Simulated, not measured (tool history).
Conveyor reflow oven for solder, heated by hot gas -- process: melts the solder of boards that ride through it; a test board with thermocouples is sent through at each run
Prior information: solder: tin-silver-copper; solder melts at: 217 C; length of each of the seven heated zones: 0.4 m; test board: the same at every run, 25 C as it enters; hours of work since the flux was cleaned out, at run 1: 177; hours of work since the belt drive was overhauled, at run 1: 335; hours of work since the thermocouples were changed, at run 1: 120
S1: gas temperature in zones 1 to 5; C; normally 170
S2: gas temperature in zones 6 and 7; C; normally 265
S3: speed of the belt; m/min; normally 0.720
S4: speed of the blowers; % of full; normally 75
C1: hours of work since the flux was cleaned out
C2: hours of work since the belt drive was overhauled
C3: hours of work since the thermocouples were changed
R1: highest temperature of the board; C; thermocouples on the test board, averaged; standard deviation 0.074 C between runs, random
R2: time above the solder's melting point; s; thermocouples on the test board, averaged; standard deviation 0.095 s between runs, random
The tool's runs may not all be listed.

{"run": 1, "hour": 0.0, "S1": 170, "S2": 265, "S3": 0.72, "S4": 75, "C1": 177, "C2": 335, "C3": 120, "R1": 251.97, "R2": 49.39}
{"run": 2, "hour": 82.7, "S1": 170, "S2": 265, "S3": 0.72, "S4": 75, "C1": 226, "C2": 384, "C3": 168, "R1": 251.9, "R2": 49.32}
{"hour": 100.0, "done": "flux residue cleaned out of gas plates and filters"}
{"run": 3, "hour": 147.2, "S1": 170, "S2": 265, "S3": 0.72, "S4": 75, "C1": 28, "C2": 419, "C3": 203, "R1": 251.22, "R2": 48.88}
{"run": 4, "hour": 245.4, "S1": 170, "S2": 265, "S3": 0.669, "S4": 75, "C1": 85, "C2": 476, "C3": 261, "R1": 253.18, "R2": 54.3}
{"run": 5, "hour": 320.0, "S1": 170, "S2": 265, "S3": 0.72, "S4": 75, "C1": 129, "C2": 520, "C3": 304, "R1": 250.96, "R2": 48.61}
{"run": 6, "hour": 387.7, "S1": 170, "S2": 265, "S3": 0.72, "S4": 75, "C1": 169, "C2": 560, "C3": 344, "R1": 250.75, "R2": 48.66}
{"hour": 401.8, "done": "flux residue cleaned out of gas plates and filters, once more"}
{"run": 7, "hour": 443.5, "S1": 170, "S2": 265, "S3": 0.72, "S4": 75, "C1": 24, "C2": 589, "C3": 374, "R1": 253.16, "R2": 50.9}
{"run": 8, "hour": 509.2, "S1": 170, "S2": 265, "S3": 0.72, "S4": 75, "C1": 63, "C2": 628, "C3": 412, "R1": 252.96, "R2": 50.82}
{"run": 9, "hour": 606.6, "S1": 170, "S2": 265, "S3": 0.72, "S4": 75, "C1": 120, "C2": 685, "C3": 470, "R1": 252.85, "R2": 50.41}
{"run": 10, "hour": 688.2, "S1": 170, "S2": 265, "S3": 0.72, "S4": 75, "C1": 168, "C2": 733, "C3": 517, "R1": 252.85, "R2": 50.32}
{"run": 11, "hour": 734.6, "S1": 170, "S2": 265, "S3": 0.72, "S4": 75, "C1": 195, "C2": 760, "C3": 545, "R1": 252.65, "R2": 50.31}
{"hour": 803.1, "done": "flux residue cleaned out of gas plates and filters"}
{"run": 12, "hour": 818.1, "S1": 170, "S2": 265, "S3": 0.72, "S4": 75, "C1": 9, "C2": 806, "C3": 591, "R1": 253.74, "R2": 51.23}
{"run": 13, "hour": 902.9, "S1": 170, "S2": 265, "S3": 0.72, "S4": 75, "C1": 59, "C2": 856, "C3": 640, "R1": 253.52, "R2": 51.28}
{"run": 14, "hour": 975.9, "S1": 170, "S2": 265, "S3": 0.72, "S4": 60, "C1": 101, "C2": 899, "C3": 683, "R1": 250.0, "R2": 48.05}
{"run": 15, "hour": 1048.9, "S1": 170, "S2": 265, "S3": 0.72, "S4": 60, "C1": 144, "C2": 941, "C3": 726, "R1": 250.08, "R2": 48.1}
{"run": 16, "hour": 1113.6, "S1": 170, "S2": 271, "S3": 0.61, "S4": 60, "C1": 182, "C2": 979, "C3": 764, "R1": 260.13, "R2": 65.01}
{"run": 17, "hour": 1158.0, "S1": 172, "S2": 278, "S3": 0.834, "S4": 77, "C1": 208, "C2": 1005, "C3": 790, "R1": 260.69, "R2": 47.18}
{"hour": 1181.9, "done": "belt drive overhauled, speed set with a stopwatch"}
{"hour": 1206.6, "done": "flux residue cleaned out of gas plates and filters"}
{"run": 18, "hour": 1212.8, "S1": 172, "S2": 278, "S3": 0.834, "S4": 77, "C1": 4, "C2": 15, "C3": 817, "R1": 261.01, "R2": 46.54}
{"run": 19, "hour": 1278.8, "S1": 164, "S2": 262, "S3": 0.674, "S4": 77, "C1": 42, "C2": 54, "C3": 855, "R1": 251.99, "R2": 51.77}
{"run": 20, "hour": 1319.4, "S1": 179, "S2": 272, "S3": 0.859, "S4": 83, "C1": 66, "C2": 78, "C3": 879, "R1": 257.21, "R2": 45.28}
{"run": 21, "hour": 1396.5, "S1": 172, "S2": 272, "S3": 0.613, "S4": 83, "C1": 111, "C2": 123, "C3": 924, "R1": 265.25, "R2": 67.65}
{"run": 22, "hour": 1483.7, "S1": 172, "S2": 272, "S3": 0.613, "S4": 83, "C1": 162, "C2": 174, "C3": 976, "R1": 265.15, "R2": 67.58}
{"run": 23, "hour": 1535.4, "S1": 172, "S2": 272, "S3": 0.613, "S4": 83, "C1": 193, "C2": 204, "C3": 1006, "R1": 265.07, "R2": 67.49}
{"run": 24, "hour": 1578.8, "S1": 167, "S2": 272, "S3": 0.798, "S4": 83, "C1": 218, "C2": 230, "C3": 1031, "R1": 256.97, "R2": 46.06}
{"hour": 1607.7, "done": "flux residue cleaned out of gas plates and filters"}
{"run": 25, "hour": 1662.7, "S1": 158, "S2": 272, "S3": 0.798, "S4": 65, "C1": 32, "C2": 276, "C3": 1078, "R1": 252.08, "R2": 40.59}
{"run": 26, "hour": 1729.7, "S1": 170, "S2": 263, "S3": 0.72, "S4": 58, "C1": 72, "C2": 315, "C3": 1117, "R1": 248.2, "R2": 46.21}
{"run": 27, "hour": 1799.4, "S1": 157, "S2": 264, "S3": 0.755, "S4": 53, "C1": 112, "C2": 356, "C3": 1158, "R1": 243.03, "R2": 35.9}
{"run": 28, "hour": 1861.2, "S1": 157, "S2": 264, "S3": 0.755, "S4": 53, "C1": 149, "C2": 392, "C3": 1194, "R1": 242.99, "R2": 35.77}
{"hour": 1920.3, "done": "thermocouples of zones 6 and 7 changed"}
{"run": 29, "hour": 1930.5, "S1": 170, "S2": 265, "S3": 0.755, "S4": 85, "C1": 188, "C2": 432, "C3": 6, "R1": 252.33, "R2": 47.75}

What if the next run were any one of these 3? Each begins from the tool's condition after run 29:
{"run": "A", "hour": 1995.1, "S1": 185, "S2": 265, "S3": 0.771, "S4": 75, "C1": 226, "C2": 470, "C3": 44, "R1": "?", "R2": "?"}
{"run": "B", "hour": 1995.1, "S1": 167, "S2": 265, "S3": 0.625, "S4": 70, "C1": 226, "C2": 470, "C3": 44, "R1": "?", "R2": "?"}
{"run": "C", "hour": 1995.1, "S1": 170, "S2": 260, "S3": 0.688, "S4": 75, "C1": 226, "C2": 470, "C3": 44, "R1": "?", "R2": "?"}

run=A R1=252.20 R2=50.92
run=B R1=254.23 R2=58.91
run=C R1=248.54 R2=50.31
With the hidden condition removed and each run's random variation left untouched, the same runs would have given:
run=A R1=252.60 R2=50.73
run=B R1=254.55 R2=58.66
run=C R1=248.92 R2=50.26
